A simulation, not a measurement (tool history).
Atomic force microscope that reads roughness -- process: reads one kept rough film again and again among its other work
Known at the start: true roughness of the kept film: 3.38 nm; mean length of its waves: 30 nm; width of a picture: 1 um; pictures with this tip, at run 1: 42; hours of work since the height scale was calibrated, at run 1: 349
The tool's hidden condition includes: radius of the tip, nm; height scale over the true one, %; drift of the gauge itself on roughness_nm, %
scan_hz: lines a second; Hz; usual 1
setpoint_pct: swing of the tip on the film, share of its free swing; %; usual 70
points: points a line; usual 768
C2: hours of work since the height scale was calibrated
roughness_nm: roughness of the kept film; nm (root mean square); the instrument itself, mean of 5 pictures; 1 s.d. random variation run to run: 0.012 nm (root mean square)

Run 1, hour 0: usual settings; pictures with this tip 42; C2 349. Result: roughness_nm 2.655 nm (root mean square).
Run 2, hour 14.7: usual settings; pictures with this tip 53; C2 355. Result: roughness_nm 2.601 nm (root mean square).
Run 3, hour 27.2: usual settings; pictures with this tip 63; C2 361. Result: roughness_nm 2.544 nm (root mean square).
Run 4, hour 49.6: usual settings; pictures with this tip 80; C2 371. Result: roughness_nm 2.482 nm (root mean square).
Run 5, hour 68.3: usual settings but setpoint_pct 76 %; pictures with this tip 95; C2 380. Result: roughness_nm 2.356 nm (root mean square).
Run 6, hour 79.5: usual settings but setpoint_pct 76 %; pictures with this tip 104; C2 385. Result: roughness_nm 2.318 nm (root mean square).
At hour 81.8: height scale calibrated on a step standard.
Run 7, hour 98.3: usual settings but setpoint_pct 76 %; pictures with this tip 117; C2 7. Result: roughness_nm 2.248 nm (root mean square).
Run 8, hour 117.8: usual settings but points 378; pictures with this tip 133; C2 16. Result: roughness_nm 2.24 nm (root mean square).
Run 9, hour 135: usual settings but scan_hz 0.79 Hz; pictures with this tip 146; C2 24. Result: roughness_nm 2.21 nm (root mean square).
Run 10, hour 149.4: usual settings; pictures with this tip 157; C2 31. Result: roughness_nm 2.159 nm (root mean square).
At hour 159.3: new tip fitted.
Run 11, hour 164.6: usual settings; pictures with this tip 4; C2 37. Result: roughness_nm 2.869 nm (root mean square).
Run 12, hour 179.1: usual settings but scan_hz 1.04 Hz, setpoint_pct 60 %, points 328; pictures with this tip 15; C2 44. Result: roughness_nm 2.865 nm (root mean square).
At hour 190.5: height scale calibrated on a step standard, once more.
Run 13, hour 193: usual settings but setpoint_pct 78 %, points 810; pictures with this tip 25; C2 1. Result: roughness_nm 2.664 nm (root mean square).
Run 14, hour 203.2: usual settings but setpoint_pct 78 %, points 279; pictures with this tip 33; C2 6. Result: roughness_nm 2.581 nm (root mean square).
Run 15, hour 220.5: usual settings but scan_hz 0.72 Hz, setpoint_pct 60 %, points 766; pictures with this tip 47; C2 14. Result: roughness_nm 2.692 nm (root mean square).
Run 16, hour 241.2: usual settings but scan_hz 0.72 Hz, setpoint_pct 60 %, points 766; pictures with this tip 63; C2 23. Result: roughness_nm 2.625 nm (root mean square).
Run 17, hour 251.7: usual settings but scan_hz 0.72 Hz, setpoint_pct 60 %, points 766; pictures with this tip 71; C2 28. Result: roughness_nm 2.601 nm (root mean square).
Run 18, hour 261.6: usual settings but scan_hz 0.72 Hz, setpoint_pct 60 %, points 766; pictures with this tip 79; C2 32. Result: roughness_nm 2.543 nm (root mean square).
Run 19, hour 278: usual settings but points 514; pictures with this tip 91; C2 40. Result: roughness_nm 2.403 nm (root mean square).
Run 20, hour 291.1: usual settings but scan_hz 2.66 Hz, points 872; pictures with this tip 102; C2 46. Result: roughness_nm 2.198 nm (root mean square).
Run 21, hour 308.7: usual settings but scan_hz 2.2 Hz, setpoint_pct 58 %, points 399; pictures with this tip 115; C2 53. Result: roughness_nm 2.338 nm (root mean square).
Run 22, hour 318.6: usual settings but scan_hz 2.2 Hz, setpoint_pct 58 %, points 452; pictures with this tip 123; C2 58. Result: roughness_nm 2.268 nm (root mean square).

What if the next run were any one of these 3? Each begins from the tool's condition after run 22:
Run A, hour 339.7: usual settings but scan_hz 3.17 Hz, setpoint_pct 84 %, points 965; pictures with this tip 140; C2 68. Result: roughness_nm ?.
Run B, hour 339.7: usual settings but scan_hz 0.97 Hz, setpoint_pct 58 %, points 452; pictures with this tip 140; C2 68. Result: roughness_nm ?.
Run C, hour 339.7: usual settings but scan_hz 1.78 Hz, setpoint_pct 58 %, points 891; pictures with this tip 140; C2 68. Result: roughness_nm ?.

run  roughness_nm
  A         1.722
  B         2.278
  C         2.258
Stripped of hidden state, with their random variation kept, the same runs would have yielded:
run  roughness_nm
  A         2.244
  B         2.968
  C         2.942

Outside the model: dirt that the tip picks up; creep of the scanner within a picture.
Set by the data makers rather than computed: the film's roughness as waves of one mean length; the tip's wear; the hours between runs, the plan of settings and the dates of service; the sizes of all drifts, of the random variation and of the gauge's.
